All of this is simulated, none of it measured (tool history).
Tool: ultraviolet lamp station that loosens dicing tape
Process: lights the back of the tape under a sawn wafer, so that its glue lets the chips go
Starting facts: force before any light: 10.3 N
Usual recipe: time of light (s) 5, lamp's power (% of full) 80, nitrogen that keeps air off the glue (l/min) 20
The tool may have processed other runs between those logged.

run   hour  time of light (s)  lamp's power (% of full)  nitrogen that keeps air off the glue (l/min)  force that peels the tape off (N)  light that reached the tape (J/m2)
  1    0.0                  5                        80                                            20                              0.447                                2740
  2   11.4                  5                        80                                            27                              0.343                                2750
  3   34.0                  5                        69                                            20                              0.654                                2340
  4   45.3                  5                        69                                            20                              0.671                                2300
  5   60.6                  5                        76                                            20                              0.522                                2570
  6   77.5                  5                        76                                            20                              0.498                                2590
  7   97.6                  5                        76                                            20                              0.508                                2600
  8  118.6                  5                        76                                            20                              0.527                                2590
     123.4  -- window cleaned of glue's vapour
  9  140.4                  7                        76                                            20                              0.220                                3620
 10  154.8                  7                        76                                            20                              0.227                                3670
 11  174.2                  7                        76                                            20                              0.236                                3690
 12  185.6                  7                        76                                            20                              0.226                                3660
 13  205.5                  7                        76                                            20                              0.234                                3640
 14  229.0                  7                        91                                            20                              0.177                                4340
 15  243.6                  5                        80                                            20                              0.467                                2770
 16  256.8                  5                        80                                            20                              0.435                                2720
 17  270.8                  5                        80                                            13                              0.703                                2740
 18  281.5                  5                        80                                            13                              0.721                                2780
 19  296.8                  5                        80                                            13                              0.687                                2750
 20  306.9                  5                        80                                            36                              0.265                                2780
 21  319.1                  5                        80                                            36                              0.269                                2680
 22  330.5                  5                        80                                            36                              0.279                                2730
 23  343.0                  3                        91                                             9                              2.012                                1850
 24  359.0                  3                        80                                            28                              1.117                                1610
 25  370.1                  5                        97                                            17                              0.342                                3300
 26  388.6                  5                        82                                             9                              0.911                                2770
 27  405.7                  5                        94                                            20                              0.302                                3210
 28  417.1                 10                        70                                            13                              0.184                                4800
 29  437.1                  5                        89                                            20                              0.349                                3040
 30  451.7                  5                        89                                            20                              0.347                                3030
 31  471.5                  5                        96                                            20                              0.288                                3250
 32  488.2                  3                        77                                            20                              1.483                                1590
 33  506.2                  4                        69                                            16                              1.271                                1860
 34  529.6                  3                        82                                            30                              0.970                                1680
 35  546.0                  5                        80                                            12                              0.768                                2730
 36  558.1                  5                        65                                             7                              1.844                                2180
 37  577.4                  5                        65                                             7                              1.780                                2220
 38  589.1                  3                        98                                            16                              1.142                                1980
 39  607.5                  5                        82                                            20                              0.426                                2840
 40  625.3                  5                        82                                            20                              0.433                                2830
 41  637.6                  5                        82                                            20                              0.428                                2790
 42  658.8                  7                        82                                            31                              0.167                                3950
 43  674.1                  3                        84                                            31                              0.901                                1740
 44  684.6                  3                        84                                            31                              0.921                                1740

Consider 3 possible next runs. They are alternatives, not a sequence: every one starts from the tool as it was left by run 44. What does each give?
  A  702.0                  3                        70                                            17                                  ?                                   ?
  B  702.0                 10                        80                                            20                                  ?                                   ?
  C  702.0                  4                        84                                            39                                  ?                                   ?

run  force that peels the tape off (N)  light that reached the tape (J/m2)
  A                              2.065                                1450
  B                              0.134                                5440
  C                              0.378                                2300
With the hidden condition removed and each run's random variation left untouched, the same runs would have given:
run  force that peels the tape off (N)  light that reached the tape (J/m2)
  A                              2.059                                1460
  B                              0.134                                5450
  C                              0.376                                2300
